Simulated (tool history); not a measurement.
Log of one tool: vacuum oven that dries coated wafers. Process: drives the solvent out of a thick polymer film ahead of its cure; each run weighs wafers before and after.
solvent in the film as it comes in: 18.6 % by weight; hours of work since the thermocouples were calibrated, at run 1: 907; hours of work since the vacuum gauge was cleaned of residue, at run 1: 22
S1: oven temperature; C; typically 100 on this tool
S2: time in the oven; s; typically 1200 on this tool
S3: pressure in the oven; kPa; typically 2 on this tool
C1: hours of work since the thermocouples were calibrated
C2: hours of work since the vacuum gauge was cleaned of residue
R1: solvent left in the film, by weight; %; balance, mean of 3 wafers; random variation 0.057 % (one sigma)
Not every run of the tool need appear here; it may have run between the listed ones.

run,day,S1,S2,S3,C1,C2,R1
1,0,100,1200,2,907,22,3.28
2,1.471,100,1200,2,932,47,3.32
3,2.779,100,1200,2,955,70,3.37
4,3.492,100,1200,2,967,82,3.44
5,4.425,100,1200,2,983,99,3.31
6,5.312,100,900,2,999,114,4.62
7,6.783,100,900,2,1024,140,4.52
8,7.971,100,1200,2,1045,160,3.33
9,9.55,100,1200,2,1072,188,3.39
10,10.312,100,1200,2,1086,201,3.28
11,11.133,100,1200,2,1100,215,3.31
12,11.992,100,1200,2,1115,230,3.25
13,12.742,100,1200,2,1128,243,3.35
14,13.462,100,1200,1,1140,256,2.85
15,14.575,100,840,2,1160,275,5.04
# day 14.888: oven's thermocouples calibrated
16,15.417,100,840,2,9,288,4.9
17,16.667,100,840,2,31,310,4.8
18,18.221,102,1080,2,58,337,3.27
19,19.425,102,1080,2,79,358,3.37
20,20.567,102,1080,2,99,377,3.31
21,21.496,95,1140,3.97,115,394,5.83
22,22.792,114,960,1.3,137,416,1.34
23,23.462,114,960,1.3,149,428,1.35
24,24.15,114,1080,1.29,161,440,1.09
25,24.838,114,1080,1.29,173,452,1.11
26,25.583,114,1080,1.29,186,465,1.02

What does the tool deliver on the next run?
27,26.488,92,1320,1.29,201,480,?

R1: 4.48 %
The same run, on a tool lacking any hidden state, would have yielded R1 4.46 %.
